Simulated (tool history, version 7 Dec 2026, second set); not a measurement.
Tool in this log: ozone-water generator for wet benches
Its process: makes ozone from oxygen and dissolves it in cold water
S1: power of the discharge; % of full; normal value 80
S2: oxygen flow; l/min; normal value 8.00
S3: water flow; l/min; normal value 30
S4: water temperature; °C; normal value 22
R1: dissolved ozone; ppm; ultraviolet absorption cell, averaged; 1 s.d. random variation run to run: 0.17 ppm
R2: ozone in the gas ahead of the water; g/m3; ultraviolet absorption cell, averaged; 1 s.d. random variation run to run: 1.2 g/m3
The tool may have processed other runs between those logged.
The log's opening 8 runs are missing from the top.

run	hour	S1	S2	S3	S4	R1	R2
9	693.5	80	8.00	30	22	22.2	209.0
10	743.5	80	8.00	30	22	22.2	209.8
11	842.9	80	8.00	30	22	22.4	207.7
12	896.3	80	8.00	30	22	22.3	207.3
13	1004.3	80	8.00	30	22	22.0	209.3
14	1118.1	80	11.23	30	22	22.5	181.0
15	1207.5	80	11.23	30	22	22.7	182.5
# hour 1215.7: water thermometer calibrated
16	1304.0	80	11.23	30	22	22.8	180.4
17	1357.8	80	11.23	30	22	22.6	179.6
18	1459.2	80	11.23	30	22	22.4	180.5
19	1538.9	83	12.51	41	18	20.8	175.9
# hour 1588.2: water thermometer calibrated, once more
20	1597.6	83	12.51	41	18	20.4	177.5
21	1684.7	80	8.00	40	22	17.9	205.2
22	1804.5	91	13.79	40	22	21.3	184.3
23	1918.1	50	6.38	30	22	14.2	151.7
24	2017.3	97	4.26	35	27	18.8	303.7

What will run 25 give?
25	2086.4	97	4.26	35	27	?	?

Run 25 produced R1 18.5 ppm, R2 304.3 g/m3.
If the tool had no hidden condition, the same run with the same run-to-run variation would have returned R1 20.0 ppm, R2 320.9 g/m3.
